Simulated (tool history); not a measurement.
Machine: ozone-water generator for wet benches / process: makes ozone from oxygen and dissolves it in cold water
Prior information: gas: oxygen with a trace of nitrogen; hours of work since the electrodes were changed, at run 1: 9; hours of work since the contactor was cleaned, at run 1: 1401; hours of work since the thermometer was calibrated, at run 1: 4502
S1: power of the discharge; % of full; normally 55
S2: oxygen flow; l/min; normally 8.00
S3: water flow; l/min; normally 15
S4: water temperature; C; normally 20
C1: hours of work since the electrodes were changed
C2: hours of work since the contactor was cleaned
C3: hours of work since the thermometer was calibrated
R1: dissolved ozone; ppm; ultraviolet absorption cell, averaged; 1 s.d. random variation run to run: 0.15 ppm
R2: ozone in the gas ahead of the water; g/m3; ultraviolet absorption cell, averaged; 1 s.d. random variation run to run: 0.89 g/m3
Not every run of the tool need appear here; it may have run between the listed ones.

Run 1, hour 0.0: usual settings; C1 9; C2 1401; C3 4502. Result: R1 17.5 ppm, R2 146.7 g/m3.
Run 2, hour 32.9: usual settings; C1 30; C2 1421; C3 4523. Result: R1 17.4 ppm, R2 146.5 g/m3.
Run 3, hour 57.3: usual settings; C1 45; C2 1436; C3 4538. Result: R1 17.6 ppm, R2 146.0 g/m3.
Run 4, hour 91.4: usual settings but S3 14 l/min; C1 67; C2 1458; C3 4559. Result: R1 18.3 ppm, R2 146.6 g/m3.
Run 5, hour 113.7: usual settings but S3 20 l/min; C1 81; C2 1472; C3 4573. Result: R1 14.9 ppm, R2 147.4 g/m3.
Run 6, hour 146.6: usual settings but S1 53 % of full; C1 101; C2 1492; C3 4594. Result: R1 17.1 ppm, R2 142.7 g/m3.
Run 7, hour 170.1: usual settings but S1 53 % of full; C1 116; C2 1507; C3 4609. Result: R1 16.9 ppm, R2 141.9 g/m3.
Run 8, hour 192.7: usual settings but S1 53 % of full, S4 18 C; C1 130; C2 1521; C3 4623. Result: R1 17.7 ppm, R2 143.9 g/m3.
Run 9, hour 223.5: usual settings but S1 71 % of full; C1 149; C2 1540; C3 4642. Result: R1 22.0 ppm, R2 184.1 g/m3.
Run 10, hour 249.3: usual settings but S1 71 % of full, S4 24 C; C1 166; C2 1557; C3 4658. Result: R1 20.2 ppm, R2 184.3 g/m3.
Run 11, hour 284.3: usual settings; C1 187; C2 1579; C3 4680. Result: R1 17.6 ppm, R2 149.3 g/m3.
Run 12, hour 302.6: usual settings but S2 13.94 l/min; C1 199; C2 1590; C3 4692. Result: R1 15.2 ppm, R2 107.6 g/m3.
Run 13, hour 334.1: usual settings but S2 13.94 l/min; C1 219; C2 1610; C3 4711. Result: R1 15.1 ppm, R2 108.1 g/m3.
At hour 337.4: water thermometer calibrated.
Run 14, hour 363.1: usual settings but S2 13.94 l/min; C1 236; C2 1628; C3 16. Result: R1 15.2 ppm, R2 107.2 g/m3.
Run 15, hour 390.9: usual settings but S2 13.94 l/min; C1 254; C2 1645; C3 34. Result: R1 14.6 ppm, R2 108.2 g/m3.
Run 16, hour 405.4: usual settings but S1 92 % of full, S2 13.94 l/min; C1 263; C2 1654; C3 43. Result: R1 23.3 ppm, R2 170.0 g/m3.
Run 17, hour 419.5: usual settings but S1 41 % of full, S2 6.81 l/min, S3 20 l/min, S4 23 C; C1 272; C2 1663; C3 51. Result: R1 11.2 ppm, R2 125.3 g/m3.
Run 18, hour 452.2: usual settings but S1 79 % of full, S2 9.93 l/min; C1 292; C2 1683; C3 72. Result: R1 22.3 ppm, R2 178.1 g/m3.
Run 19, hour 485.7: usual settings but S1 53 % of full, S2 13.00 l/min, S3 17 l/min, S4 18 C; C1 313; C2 1704; C3 93. Result: R1 14.7 ppm, R2 108.6 g/m3.
At hour 506.5: water thermometer calibrated, once more.
Run 20, hour 508.2: usual settings but S1 53 % of full, S2 5.11 l/min, S3 17 l/min, S4 15 C; C1 327; C2 1718; C3 1. Result: R1 18.0 ppm, R2 182.3 g/m3.
Run 21, hour 534.0: usual settings but S1 52 % of full, S2 6.57 l/min, S4 19 C; C1 343; C2 1734; C3 17. Result: R1 17.4 ppm, R2 155.4 g/m3.
Run 22, hour 565.3: usual settings but S1 52 % of full, S2 6.57 l/min, S4 19 C; C1 363; C2 1754; C3 37. Result: R1 17.7 ppm, R2 157.1 g/m3.
Run 23, hour 579.6: usual settings but S1 52 % of full, S2 6.57 l/min, S4 19 C; C1 372; C2 1763; C3 46. Result: R1 17.6 ppm, R2 155.8 g/m3.
Run 24, hour 608.1: usual settings but S1 97 % of full, S2 6.57 l/min, S3 19 l/min, S4 12 C; C1 390; C2 1781; C3 64. Result: R1 29.1 ppm, R2 267.2 g/m3.
Run 25, hour 640.2: usual settings but S1 97 % of full, S2 6.57 l/min, S3 19 l/min, S4 12 C; C1 410; C2 1801; C3 84. Result: R1 28.9 ppm, R2 265.6 g/m3.
Run 26, hour 654.9: usual settings but S1 97 % of full, S2 6.57 l/min, S3 19 l/min, S4 12 C; C1 419; C2 1810; C3 93. Result: R1 28.8 ppm, R2 266.4 g/m3.
Run 27, hour 689.0: usual settings but S2 8.59 l/min; C1 440; C2 1831; C3 114. Result: R1 17.8 ppm, R2 139.5 g/m3.
Run 28, hour 722.3: usual settings but S1 69 % of full, S2 8.59 l/min, S3 18 l/min, S4 18 C; C1 461; C2 1852; C3 135. Result: R1 19.7 ppm, R2 172.1 g/m3.
Run 29, hour 750.8: usual settings but S1 88 % of full, S3 17 l/min; C1 479; C2 1870; C3 153. Result: R1 24.5 ppm, R2 220.1 g/m3.
Run 30, hour 770.4: usual settings but S1 42 % of full, S2 14.29 l/min, S3 16 l/min, S4 27 C; C1 491; C2 1882; C3 165. Result: R1 9.8 ppm, R2 85.4 g/m3.
Run 31, hour 794.2: usual settings but S1 73 % of full, S4 24 C; C1 506; C2 1897; C3 180. Result: R1 20.6 ppm, R2 186.6 g/m3.
Run 32, hour 810.0: usual settings but S1 73 % of full, S4 24 C; C1 516; C2 1907; C3 190. Result: R1 20.5 ppm, R2 186.9 g/m3.

Measured minus without-hidden-state, run by run (identical run-to-run variation in each term; gauge scatter may differ):
Hidden state present: yield of the discharge, % of new electrodes'; contactor's efficiency, % of a clean one's; true water temperature over the reading, C; drift of the gauge itself on ozone_ppm, %; drift of the gauge itself on gas_g_m3, %.
run    R1    R2
  1  -0.5  -0.3
  2  -0.5  -0.3
  3  -0.4  -0.3
  4  -0.5  -0.4
  5  -0.4  -0.3
  6  -0.5  -0.4
  7  -0.5  -0.4
  8  -0.5  -0.4
  9  -0.6  -0.8
 10  -0.6  -0.8
 11  -0.5  -0.5
 12  -0.4  -0.4
 13  -0.5  -0.4
 14  -0.5  -0.4
 15  -0.5  -0.4
 16  -0.9  -1.1
 17  -0.4  -0.3
 18  -0.8  -1.2
 19  -0.5  -0.5
 20  -0.5  -0.9
 21  -0.5  -0.7
 22  -0.5  -0.7
 23  -0.5  -0.8
 24  -1.0  -2.4
 25  -1.0  -2.4
 26  -1.0  -2.5
 27  -0.6  -0.9
 28  -0.6  -1.3
 29  -0.9  -2.1
 30  -0.3  -0.4
 31  -0.7  -1.7
 32  -0.7  -1.6

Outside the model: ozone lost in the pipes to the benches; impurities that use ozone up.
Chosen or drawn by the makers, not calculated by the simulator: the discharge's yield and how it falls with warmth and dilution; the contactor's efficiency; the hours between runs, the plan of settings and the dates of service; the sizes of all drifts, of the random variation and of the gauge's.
